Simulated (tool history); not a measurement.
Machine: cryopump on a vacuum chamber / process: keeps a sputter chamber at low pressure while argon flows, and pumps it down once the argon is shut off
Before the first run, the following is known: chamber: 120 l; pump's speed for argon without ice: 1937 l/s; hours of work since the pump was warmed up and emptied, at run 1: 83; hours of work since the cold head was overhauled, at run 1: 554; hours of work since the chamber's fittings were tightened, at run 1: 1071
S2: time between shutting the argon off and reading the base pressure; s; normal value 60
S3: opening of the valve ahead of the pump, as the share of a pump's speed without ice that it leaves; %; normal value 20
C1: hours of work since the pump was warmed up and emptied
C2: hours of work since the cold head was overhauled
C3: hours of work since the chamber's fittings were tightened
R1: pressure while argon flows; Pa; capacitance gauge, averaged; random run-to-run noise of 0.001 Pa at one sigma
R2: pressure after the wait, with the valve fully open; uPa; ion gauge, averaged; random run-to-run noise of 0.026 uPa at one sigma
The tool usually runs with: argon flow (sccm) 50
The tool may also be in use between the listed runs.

run 1 hour=0.0 | argon_flow_(sccm)=50 S2=60 S3=20 | C1=83 C2=554 C3=1071 | R1=0.2210 R2=1.88
run 2 hour=25.2 | argon_flow_(sccm)=50 S2=60 S3=20 | C1=94 C2=565 C3=1082 | R1=0.2220 R2=1.89
run 3 hour=55.9 | argon_flow_(sccm)=50 S2=60 S3=20 | C1=107 C2=578 C3=1095 | R1=0.2210 R2=1.83
run 4 hour=78.8 | argon_flow_(sccm)=50 S2=60 S3=20 | C1=116 C2=588 C3=1104 | R1=0.2219 R2=1.88
run 5 hour=119.7 | argon_flow_(sccm)=50 S2=60 S3=20 | C1=134 C2=605 C3=1122 | R1=0.2229 R2=1.93
run 6 hour=151.9 | argon_flow_(sccm)=50 S2=60 S3=20 | C1=147 C2=619 C3=1135 | R1=0.2223 R2=1.94
run 7 hour=185.8 | argon_flow_(sccm)=50 S2=60 S3=56 | C1=162 C2=633 C3=1150 | R1=0.0835 R2=2.04
run 8 hour=216.8 | argon_flow_(sccm)=50 S2=60 S3=56 | C1=175 C2=646 C3=1163 | R1=0.0832 R2=1.99
run 9 hour=254.4 | argon_flow_(sccm)=50 S2=60 S3=20 | C1=191 C2=662 C3=1179 | R1=0.2246 R2=2.02
run 10 hour=287.6 | argon_flow_(sccm)=50 S2=60 S3=20 | C1=205 C2=676 C3=1193 | R1=0.2266 R2=2.01
run 11 hour=321.6 | argon_flow_(sccm)=50 S2=60 S3=20 | C1=219 C2=691 C3=1207 | R1=0.2243 R2=2.05
run 12 hour=353.1 | argon_flow_(sccm)=26 S2=60 S3=20 | C1=233 C2=704 C3=1221 | R1=0.1186 R2=2.07
run 13 hour=384.1 | argon_flow_(sccm)=50 S2=60 S3=30 | C1=246 C2=717 C3=1234 | R1=0.1538 R2=2.14
run 14 hour=414.4 | argon_flow_(sccm)=50 S2=60 S3=30 | C1=259 C2=730 C3=1247 | R1=0.1555 R2=2.14
run 15 hour=454.5 | argon_flow_(sccm)=50 S2=60 S3=20 | C1=276 C2=747 C3=1264 | R1=0.2294 R2=2.12
run 16 hour=495.8 | argon_flow_(sccm)=47 S2=60 S3=20 | C1=293 C2=765 C3=1281 | R1=0.2139 R2=2.16
run 17 hour=519.8 | argon_flow_(sccm)=50 S2=96 S3=20 | C1=304 C2=775 C3=1292 | R1=0.2282 R2=1.75
run 18 hour=567.0 | argon_flow_(sccm)=50 S2=60 S3=20 | C1=324 C2=795 C3=1312 | R1=0.2281 R2=2.20
run 19 hour=614.2 | argon_flow_(sccm)=50 S2=60 S3=20 | C1=344 C2=815 C3=1332 | R1=0.2298 R2=2.21
run 20 hour=661.9 | argon_flow_(sccm)=50 S2=72 S3=24 | C1=364 C2=835 C3=1352 | R1=0.1949 R2=2.17
run 21 hour=693.3 | argon_flow_(sccm)=50 S2=72 S3=24 | C1=377 C2=849 C3=1365 | R1=0.1960 R2=2.16
run 22 hour=731.7 | argon_flow_(sccm)=50 S2=72 S3=24 | C1=393 C2=865 C3=1382 | R1=0.1971 R2=2.20
run 23 hour=760.3 | argon_flow_(sccm)=50 S2=72 S3=24 | C1=406 C2=877 C3=1394 | R1=0.1977 R2=2.23
run 24 hour=786.5 | argon_flow_(sccm)=27 S2=78 S3=20 | C1=417 C2=888 C3=1405 | R1=0.1276 R2=2.18
run 25 hour=826.8 | argon_flow_(sccm)=27 S2=105 S3=50 | C1=434 C2=905 C3=1422 | R1=0.0564 R2=2.00
run 26 hour=867.2 | argon_flow_(sccm)=27 S2=105 S3=50 | C1=451 C2=922 C3=1439 | R1=0.0569 R2=2.06
-- hour=895.2 pump warmed up, emptied and cooled again
run 27 hour=913.2 | argon_flow_(sccm)=27 S2=105 S3=50 | C1=8 C2=940 C3=1456 | R1=0.0473 R2=1.62
run 28 hour=949.1 | argon_flow_(sccm)=49 S2=74 S3=16 | C1=23 C2=955 C3=1472 | R1=0.2703 R2=1.89
run 29 hour=990.5 | argon_flow_(sccm)=50 S2=36 S3=20 | C1=40 C2=973 C3=1489 | R1=0.2202 R2=2.62
run 30 hour=1022.2 | argon_flow_(sccm)=25 S2=37 S3=18 | C1=54 C2=986 C3=1503 | R1=0.1228 R2=2.70
run 31 hour=1069.4 | argon_flow_(sccm)=23 S2=26 S3=20 | C1=74 C2=1006 C3=1523 | R1=0.1014 R2=3.35
run 32 hour=1107.8 | argon_flow_(sccm)=82 S2=242 S3=23 | C1=90 C2=1022 C3=1539 | R1=0.3166 R2=1.44
run 33 hour=1147.3 | argon_flow_(sccm)=82 S2=242 S3=23 | C1=107 C2=1039 C3=1556 | R1=0.3175 R2=1.51
run 34 hour=1185.5 | argon_flow_(sccm)=82 S2=242 S3=23 | C1=123 C2=1055 C3=1572 | R1=0.3158 R2=1.57
run 35 hour=1232.4 | argon_flow_(sccm)=82 S2=140 S3=35 | C1=143 C2=1075 C3=1592 | R1=0.2132 R2=1.70

The logged runs with the hidden state left out (each run's random variation unchanged):
The hidden state here: pump's speed, % of a pump's without ice; cold plate's temperature, K; leak into the chamber, uPa l/s; drift of the gauge itself on working_pa, %; drift of the gauge itself on base_upa, %.
run=1 R1=0.2181 R2=1.14
run=2 R1=0.2189 R2=1.14
run=3 R1=0.2174 R2=1.07
run=4 R1=0.2180 R2=1.10
run=5 R1=0.2184 R2=1.12
run=6 R1=0.2174 R2=1.12
run=7 R1=0.0780 R2=1.17
run=8 R1=0.0773 R2=1.11
run=9 R1=0.2181 R2=1.11
run=10 R1=0.2196 R2=1.10
run=11 R1=0.2169 R2=1.11
run=12 R1=0.1145 R2=1.11
run=13 R1=0.1454 R2=1.15
run=14 R1=0.1465 R2=1.12
run=15 R1=0.2197 R2=1.09
run=16 R1=0.2042 R2=1.11
run=17 R1=0.2175 R2=0.70
run=18 R1=0.2166 R2=1.12
run=19 R1=0.2174 R2=1.07
run=20 R1=0.1816 R2=0.98
run=21 R1=0.1820 R2=0.96
run=22 R1=0.1824 R2=0.97
run=23 R1=0.1825 R2=0.95
run=24 R1=0.1191 R2=0.88
run=25 R1=0.0474 R2=0.71
run=26 R1=0.0474 R2=0.68
run=27 R1=0.0469 R2=0.68
run=28 R1=0.2691 R2=0.92
run=29 R1=0.2185 R2=1.65
run=30 R1=0.1218 R2=1.69
run=31 R1=0.1002 R2=2.29
run=32 R1=0.3113 R2=0.37
run=33 R1=0.3115 R2=0.38
run=34 R1=0.3090 R2=0.42
run=35 R1=0.2054 R2=0.55
